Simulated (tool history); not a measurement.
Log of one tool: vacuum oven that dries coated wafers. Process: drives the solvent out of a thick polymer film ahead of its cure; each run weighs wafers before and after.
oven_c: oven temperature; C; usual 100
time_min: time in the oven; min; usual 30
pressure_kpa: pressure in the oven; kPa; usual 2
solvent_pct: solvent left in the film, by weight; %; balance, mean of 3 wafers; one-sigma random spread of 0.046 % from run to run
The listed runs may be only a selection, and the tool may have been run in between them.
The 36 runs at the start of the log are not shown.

Run 37, day 14.054: usual settings but oven_c 95 C, time_min 17 min, pressure_kpa 2.5 kPa. Result: solvent_pct 6.44 %.
Run 38, day 14.45: usual settings but oven_c 95 C, time_min 17 min, pressure_kpa 2.5 kPa. Result: solvent_pct 6.5 %.
Run 39, day 14.692: usual settings but oven_c 113 C, time_min 24 min, pressure_kpa 2.95 kPa. Result: solvent_pct 2.79 %.
Run 40, day 15.15: usual settings but oven_c 93 C, pressure_kpa 3.37 kPa. Result: solvent_pct 6.72 %.
Run 41, day 15.479: usual settings but time_min 25 min, pressure_kpa 1.6 kPa. Result: solvent_pct 3.32 %.
Run 42, day 15.75: usual settings but time_min 25 min, pressure_kpa 1.6 kPa. Result: solvent_pct 3.34 %.
Run 43, day 15.967: usual settings but oven_c 102 C, time_min 33 min, pressure_kpa 1.6 kPa. Result: solvent_pct 2.44 %.
Run 44, day 16.3: usual settings but oven_c 104 C, time_min 53 min, pressure_kpa 3.51 kPa. Result: solvent_pct 4.07 %.
Run 45, day 16.638: usual settings but oven_c 97 C, time_min 22 min, pressure_kpa 3.5 kPa. Result: solvent_pct 6.48 %.
Run 46, day 17.05: usual settings but oven_c 97 C, time_min 48 min, pressure_kpa 4.01 kPa. Result: solvent_pct 6.01 %.
Run 47, day 17.492: usual settings but oven_c 96 C, pressure_kpa 5.71 kPa. Result: solvent_pct 9.17 %.
Run 48, day 17.804: usual settings but oven_c 96 C, pressure_kpa 5.71 kPa. Result: solvent_pct 9.24 %.

3 ways to go on from here, each from the tool as it stands after run 48. What would each give?
Run A, day 18.2: usual settings but time_min 29 min, pressure_kpa 7.09 kPa. Result: solvent_pct ?.
Run B, day 18.2: usual settings but oven_c 94 C, time_min 54 min, pressure_kpa 3.55 kPa. Result: solvent_pct ?.
Run C, day 18.2: usual settings but oven_c 113 C, pressure_kpa 4.47 kPa. Result: solvent_pct ?.

run  solvent_pct
  A         9.45
  B         6.04
  C         3.92
What these runs would have given with no unlogged condition in the tool:
run  solvent_pct
  A         9.18
  B         5.72
  C         3.75
